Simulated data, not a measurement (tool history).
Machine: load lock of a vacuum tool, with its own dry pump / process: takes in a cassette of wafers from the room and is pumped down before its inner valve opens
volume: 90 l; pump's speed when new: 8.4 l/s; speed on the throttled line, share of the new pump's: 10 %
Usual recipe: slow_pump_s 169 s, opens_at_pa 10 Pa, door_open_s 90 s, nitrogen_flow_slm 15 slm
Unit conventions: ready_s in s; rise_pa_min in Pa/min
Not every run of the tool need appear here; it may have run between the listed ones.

| run | hour | slow_pump_s | opens_at_pa | door_open_s | nitrogen_flow_slm | incoming humidity of the room's air, % | ready_s | rise_pa_min |
|---|---|---|---|---|---|---|---|---|
| 1 | 0 | 169 | 10 | 90 | 15 | 42.4 | 250.7 | 0.041 |
| 2 | 254.5 | 169 | 10 | 90 | 15 | 43.6 | 250.5 | 0.041 |
| 3 | 475.2 | 169 | 11 | 90 | 15 | 42.2 | 251 | 0.046 |
| 4 | 690.4 | 107 | 11 | 90 | 15 | 44 | 194.8 | 0.043 |
| 5 | 838.1 | 107 | 11 | 90 | 15 | 45.4 | 195.1 | 0.045 |
| 6 | 1092.4 | 107 | 11 | 90 | 15 | 44.9 | 194.3 | 0.044 |
| 7 | 1296.1 | 107 | 11 | 90 | 15 | 43.2 | 192.7 | 0.048 |
| 8 | 1501.7 | 169 | 10 | 90 | 15 | 41.7 | 251.8 | 0.043 |
| 9 | 1610.9 | 169 | 10 | 90 | 15 | 44.3 | 252.2 | 0.043 |
| 10 | 1729.3 | 169 | 10 | 90 | 15 | 49.3 | 252.4 | 0.057 |
| 11 | 1953.1 | 169 | 10 | 90 | 15 | 46.1 | 253.1 | 0.041 |
| 12 | 2080.3 | 169 | 10 | 90 | 15 | 49.4 | 250.7 | 0.043 |
| 13 | 2323.5 | 169 | 10 | 48 | 15 | 45 | 250.7 | 0.037 |
| 14 | 2472.2 | 169 | 10 | 48 | 10 | 42.7 | 254.7 | 0.04 |
| 15 | 2736.9 | 115 | 19 | 90 | 15 | 46.6 | 194.9 | 0.047 |
| 16 | 2998.6 | 115 | 19 | 90 | 15 | 48.8 | 197.5 | 0.05 |
| 17 | 3158.2 | 169 | 10 | 90 | 5 | 45.9 | 250.2 | 0.062 |
| 18 | 3391.7 | 169 | 10 | 90 | 5 | 47 | 251.2 | 0.067 |
| 19 | 3557.6 | 117 | 10 | 90 | 5 | 42.5 | 206 | 0.06 |
| 20 | 3689.7 | 214 | 17 | 31 | 35 | 47.2 | 287.4 | 0.022 |
|  | 3791.6 | door's seal changed, seat wiped |
| 21 | 3900.6 | 214 | 9 | 31 | 16 | 44.2 | 295.3 | 0.024 |
| 22 | 4045.4 | 172 | 19 | 90 | 24 | 47 | 248 | 0.036 |
| 23 | 4291.1 | 290 | 10 | 235 | 17 | 47 | 363.4 | 0.062 |
| 24 | 4489.2 | 290 | 10 | 235 | 17 | 45.5 | 359.9 | 0.056 |
| 25 | 4710 | 120 | 10 | 90 | 15 | 45.8 | 209.6 | 0.047 |
| 26 | 4835.1 | 120 | 10 | 90 | 15 | 44.1 | 206.5 | 0.045 |
| 27 | 5051.4 | 164 | 8 | 90 | 15 | 42.5 | 249.8 | 0.045 |

3 ways to go on from here, each from the tool as it stands after run 27. What would each give?
| A | 5261.2 | 122 | 7 | 37 | 15 | 42.1 | ? | ? |
| B | 5261.2 | 102 | 8 | 90 | 11 | 47.7 | ? | ? |
| C | 5261.2 | 169 | 14 | 90 | 15 | 47.7 | ? | ? |

| run | ready_s | rise_pa_min |
|---|---|---|
| A | 213.3 | 0.026 |
| B | 193.4 | 0.055 |
| C | 247.6 | 0.044 |
Stripped of hidden state, with their random variation kept, the same runs would have yielded:
| run | ready_s | rise_pa_min |
|---|---|---|
| A | 213.2 | 0.026 |
| B | 193.3 | 0.055 |
| C | 247.5 | 0.044 |

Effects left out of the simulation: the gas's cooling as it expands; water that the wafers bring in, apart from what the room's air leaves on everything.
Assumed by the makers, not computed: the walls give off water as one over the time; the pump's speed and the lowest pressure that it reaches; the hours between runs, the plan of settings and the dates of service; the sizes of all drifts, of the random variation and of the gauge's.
